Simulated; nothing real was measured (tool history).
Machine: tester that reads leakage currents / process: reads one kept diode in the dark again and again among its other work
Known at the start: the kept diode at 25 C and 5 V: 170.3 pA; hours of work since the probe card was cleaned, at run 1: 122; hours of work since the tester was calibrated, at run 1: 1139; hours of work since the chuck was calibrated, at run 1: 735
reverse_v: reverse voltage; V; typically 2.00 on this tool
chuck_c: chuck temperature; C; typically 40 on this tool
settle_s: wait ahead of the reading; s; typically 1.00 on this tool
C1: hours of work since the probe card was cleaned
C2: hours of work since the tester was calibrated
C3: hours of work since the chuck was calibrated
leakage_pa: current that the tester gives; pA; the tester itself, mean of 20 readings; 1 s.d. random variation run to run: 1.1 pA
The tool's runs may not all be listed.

run 1 hour=0.0 | reverse_v=2.00 chuck_c=40 settle_s=1.00 | C1=122 C2=1139 C3=735 | leakage_pa=315.16
run 2 hour=36.1 | reverse_v=2.00 chuck_c=40 settle_s=1.00 | C1=142 C2=1159 C3=754 | leakage_pa=313.93
run 3 hour=63.3 | reverse_v=2.00 chuck_c=40 settle_s=1.00 | C1=157 C2=1174 C3=769 | leakage_pa=313.06
-- hour=90.9 chuck's temperature calibrated
run 4 hour=94.7 | reverse_v=2.00 chuck_c=40 settle_s=1.00 | C1=173 C2=1190 C3=2 | leakage_pa=361.59
run 5 hour=133.2 | reverse_v=2.00 chuck_c=40 settle_s=2.94 | C1=194 C2=1211 C3=23 | leakage_pa=358.75
run 6 hour=155.8 | reverse_v=2.00 chuck_c=40 settle_s=3.79 | C1=207 C2=1223 C3=36 | leakage_pa=358.28
run 7 hour=181.2 | reverse_v=2.00 chuck_c=21 settle_s=1.00 | C1=220 C2=1237 C3=49 | leakage_pa=91.56
run 8 hour=218.6 | reverse_v=2.00 chuck_c=21 settle_s=1.00 | C1=241 C2=1258 C3=70 | leakage_pa=90.43
run 9 hour=242.6 | reverse_v=2.00 chuck_c=21 settle_s=1.00 | C1=254 C2=1271 C3=83 | leakage_pa=91.29
run 10 hour=260.4 | reverse_v=2.00 chuck_c=21 settle_s=1.00 | C1=264 C2=1281 C3=93 | leakage_pa=90.89
run 11 hour=286.9 | reverse_v=2.00 chuck_c=22 settle_s=1.00 | C1=278 C2=1295 C3=107 | leakage_pa=98.08
run 12 hour=328.1 | reverse_v=10.32 chuck_c=40 settle_s=1.00 | C1=301 C2=1318 C3=130 | leakage_pa=636.94
run 13 hour=350.5 | reverse_v=2.00 chuck_c=40 settle_s=1.00 | C1=313 C2=1330 C3=142 | leakage_pa=351.03
run 14 hour=391.3 | reverse_v=2.00 chuck_c=40 settle_s=5.43 | C1=336 C2=1352 C3=165 | leakage_pa=350.02
run 15 hour=423.0 | reverse_v=2.00 chuck_c=40 settle_s=5.43 | C1=353 C2=1370 C3=182 | leakage_pa=347.43
run 16 hour=445.5 | reverse_v=2.00 chuck_c=27 settle_s=1.00 | C1=365 C2=1382 C3=194 | leakage_pa=139.45
run 17 hour=471.5 | reverse_v=2.00 chuck_c=27 settle_s=1.00 | C1=379 C2=1396 C3=209 | leakage_pa=138.55
run 18 hour=499.8 | reverse_v=2.00 chuck_c=27 settle_s=1.00 | C1=395 C2=1412 C3=224 | leakage_pa=138.56
-- hour=506.4 probe card cleaned and baked
run 19 hour=525.6 | reverse_v=2.00 chuck_c=27 settle_s=1.00 | C1=11 C2=1424 C3=237 | leakage_pa=138.64
run 20 hour=560.6 | reverse_v=2.00 chuck_c=27 settle_s=1.00 | C1=30 C2=1444 C3=256 | leakage_pa=138.71
run 21 hour=589.9 | reverse_v=2.00 chuck_c=58 settle_s=1.00 | C1=46 C2=1460 C3=272 | leakage_pa=1090.57
run 22 hour=620.4 | reverse_v=2.00 chuck_c=55 settle_s=1.00 | C1=63 C2=1476 C3=289 | leakage_pa=900.27
run 23 hour=649.1 | reverse_v=2.00 chuck_c=55 settle_s=1.00 | C1=78 C2=1492 C3=304 | leakage_pa=903.29
run 24 hour=666.2 | reverse_v=2.00 chuck_c=55 settle_s=1.00 | C1=88 C2=1501 C3=314 | leakage_pa=896.35
run 25 hour=698.8 | reverse_v=2.00 chuck_c=24 settle_s=1.01 | C1=105 C2=1519 C3=332 | leakage_pa=109.24
-- hour=716.4 probe card cleaned and baked, once more
run 26 hour=742.6 | reverse_v=2.00 chuck_c=24 settle_s=1.01 | C1=14 C2=1542 C3=354 | leakage_pa=107.83
run 27 hour=784.2 | reverse_v=2.49 chuck_c=40 settle_s=1.00 | C1=37 C2=1564 C3=377 | leakage_pa=363.22
run 28 hour=813.8 | reverse_v=2.52 chuck_c=40 settle_s=1.00 | C1=53 C2=1581 C3=393 | leakage_pa=366.59
run 29 hour=840.2 | reverse_v=2.52 chuck_c=40 settle_s=1.00 | C1=68 C2=1595 C3=407 | leakage_pa=363.45
run 30 hour=868.0 | reverse_v=1.20 chuck_c=40 settle_s=2.91 | C1=83 C2=1610 C3=423 | leakage_pa=279.58
run 31 hour=899.6 | reverse_v=2.52 chuck_c=40 settle_s=1.00 | C1=100 C2=1628 C3=440 | leakage_pa=359.67
run 32 hour=921.9 | reverse_v=2.00 chuck_c=28 settle_s=0.32 | C1=113 C2=1640 C3=452 | leakage_pa=143.96
run 33 hour=946.5 | reverse_v=2.00 chuck_c=28 settle_s=0.32 | C1=126 C2=1653 C3=466 | leakage_pa=143.25
run 34 hour=963.7 | reverse_v=6.19 chuck_c=25 settle_s=0.32 | C1=136 C2=1663 C3=475 | leakage_pa=176.62
run 35 hour=997.3 | reverse_v=6.19 chuck_c=32 settle_s=1.69 | C1=154 C2=1681 C3=493 | leakage_pa=284.64
run 36 hour=1018.0 | reverse_v=2.81 chuck_c=34 settle_s=3.84 | C1=165 C2=1693 C3=505 | leakage_pa=244.85
run 37 hour=1058.4 | reverse_v=16.16 chuck_c=38 settle_s=1.18 | C1=187 C2=1715 C3=527 | leakage_pa=610.23
run 38 hour=1079.1 | reverse_v=16.16 chuck_c=38 settle_s=1.18 | C1=199 C2=1726 C3=538 | leakage_pa=607.68
run 39 hour=1105.6 | reverse_v=1.79 chuck_c=34 settle_s=0.78 | C1=213 C2=1741 C3=553 | leakage_pa=208.08
run 40 hour=1141.9 | reverse_v=1.13 chuck_c=37 settle_s=0.60 | C1=233 C2=1760 C3=573 | leakage_pa=217.54

Predict each of these 3 candidate next runs independently; none follows another, all start after run 40:
run A hour=1164.2 | reverse_v=2.19 chuck_c=40 settle_s=1.00 | C1=245 C2=1773 C3=585 | leakage_pa=?
run B hour=1164.2 | reverse_v=1.71 chuck_c=31 settle_s=0.61 | C1=245 C2=1773 C3=585 | leakage_pa=?
run C hour=1164.2 | reverse_v=7.63 chuck_c=39 settle_s=0.88 | C1=245 C2=1773 C3=585 | leakage_pa=?

run=A leakage_pa=333.98
run=B leakage_pa=163.84
run=C leakage_pa=491.64
Without the tool's unlogged condition, the same runs would have read:
run=A leakage_pa=366.84
run=B leakage_pa=180.97
run=C leakage_pa=539.46
